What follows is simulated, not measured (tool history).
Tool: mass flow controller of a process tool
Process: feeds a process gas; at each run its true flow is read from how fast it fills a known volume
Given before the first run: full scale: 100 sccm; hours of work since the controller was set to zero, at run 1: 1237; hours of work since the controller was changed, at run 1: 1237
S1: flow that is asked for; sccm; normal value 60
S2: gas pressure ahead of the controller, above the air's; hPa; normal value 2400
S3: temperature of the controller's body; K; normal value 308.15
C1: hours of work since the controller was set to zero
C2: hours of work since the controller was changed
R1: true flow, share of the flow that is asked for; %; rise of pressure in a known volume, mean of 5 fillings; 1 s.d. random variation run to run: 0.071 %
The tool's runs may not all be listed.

run,day,S1,S2,S3,C1,C2,R1
1,0,60,2400,308.15,1237,1237,98.8
2,2.475,60,2790,308.15,1265,1265,98.62
3,5.129,24,2400,308.15,1294,1294,97.28
4,7.325,24,2400,308.15,1318,1318,97.15
5,10.767,60,2110,308.15,1356,1356,98.69
6,12.333,60,2400,304.15,1373,1373,98.48

The next listed run, before its measurement:
7,15.204,60,2400,297.15,1405,1405,?

{"run 7": {"R1": 98.08}}
Take away the tool's hidden state, keep the run-to-run variation as it was, and the same run would have given R1 98.9 %.
